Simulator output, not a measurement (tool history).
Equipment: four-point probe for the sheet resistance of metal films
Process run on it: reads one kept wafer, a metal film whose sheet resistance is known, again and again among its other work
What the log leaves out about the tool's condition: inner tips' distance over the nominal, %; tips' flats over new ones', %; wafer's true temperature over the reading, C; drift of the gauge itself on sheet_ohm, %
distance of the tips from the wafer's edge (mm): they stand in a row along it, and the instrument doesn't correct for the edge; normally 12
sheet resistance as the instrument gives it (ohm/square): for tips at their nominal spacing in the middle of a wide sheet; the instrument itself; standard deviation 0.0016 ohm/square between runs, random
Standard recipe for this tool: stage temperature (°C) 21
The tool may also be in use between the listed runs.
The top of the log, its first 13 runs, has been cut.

| run | hour | stage temperature (°C) | distance of the tips from the wafer's edge (mm) | touches since the probe head was changed | hours of work since the stage's thermometer was calibrated | sheet resistance as the instrument gives it (ohm/square) |
|---|---|---|---|---|---|---|
| 14 | 1018.5 | 21 | 9 | 53867 | 1803 | 7.803185 |
|  | 1064.8 | stage's thermometer calibrated |
| 15 | 1072.3 | 21 | 9 | 56886 | 5 | 7.785112 |
| 16 | 1136 | 34 | 12 | 60490 | 49 | 7.83844 |
| 17 | 1243.2 | 34 | 12 | 66558 | 124 | 7.841076 |
| 18 | 1314 | 21 | 12 | 70567 | 173 | 7.791228 |
| 19 | 1375.7 | 21 | 12 | 74057 | 216 | 7.786428 |
| 20 | 1465.7 | 21 | 12 | 79150 | 278 | 7.787927 |
| 21 | 1561.7 | 21 | 12 | 84585 | 345 | 7.794153 |
| 22 | 1614.1 | 21 | 12 | 87554 | 381 | 7.795469 |
| 23 | 1668.2 | 21 | 12 | 90613 | 419 | 7.793417 |
| 24 | 1751.1 | 21 | 12 | 95308 | 476 | 7.801924 |
| 25 | 1849.7 | 24 | 34 | 100886 | 545 | 7.807244 |
| 26 | 1910.8 | 21 | 6 | 104343 | 587 | 7.824802 |
| 27 | 2002 | 21 | 8 | 109508 | 650 | 7.815179 |
| 28 | 2048.6 | 20 | 5 | 112148 | 683 | 7.839353 |
| 29 | 2131.8 | 33 | 4 | 116857 | 741 | 7.921357 |
| 30 | 2196.2 | 26 | 7 | 120499 | 785 | 7.846394 |
|  | 2201.7 | new probe head fitted |
| 31 | 2268.9 | 26 | 7 | 3803 | 835 | 7.834861 |
| 32 | 2380.1 | 19 | 9 | 10099 | 912 | 7.798006 |
| 33 | 2455.2 | 18 | 9 | 14349 | 964 | 7.795866 |
| 34 | 2512.9 | 22 | 19 | 17614 | 1004 | 7.807131 |
| 35 | 2610.8 | 22 | 19 | 23159 | 1072 | 7.809068 |
| 36 | 2671.6 | 21 | 3 | 26600 | 1114 | 7.916759 |
| 37 | 2750.5 | 21 | 3 | 31062 | 1169 | 7.91978 |
| 38 | 2825.4 | 20 | 20 | 35306 | 1221 | 7.805254 |

What does the tool deliver on the next run?
| 39 | 2895.8 | 20 | 20 | 39286 | 1270 | ? |

sheet resistance as the instrument gives it (ohm/square): 7.806611
Were there no unlogged condition in the tool, this run, its random variation unchanged, would have produced sheet resistance as the instrument gives it (ohm/square) 7.762154.

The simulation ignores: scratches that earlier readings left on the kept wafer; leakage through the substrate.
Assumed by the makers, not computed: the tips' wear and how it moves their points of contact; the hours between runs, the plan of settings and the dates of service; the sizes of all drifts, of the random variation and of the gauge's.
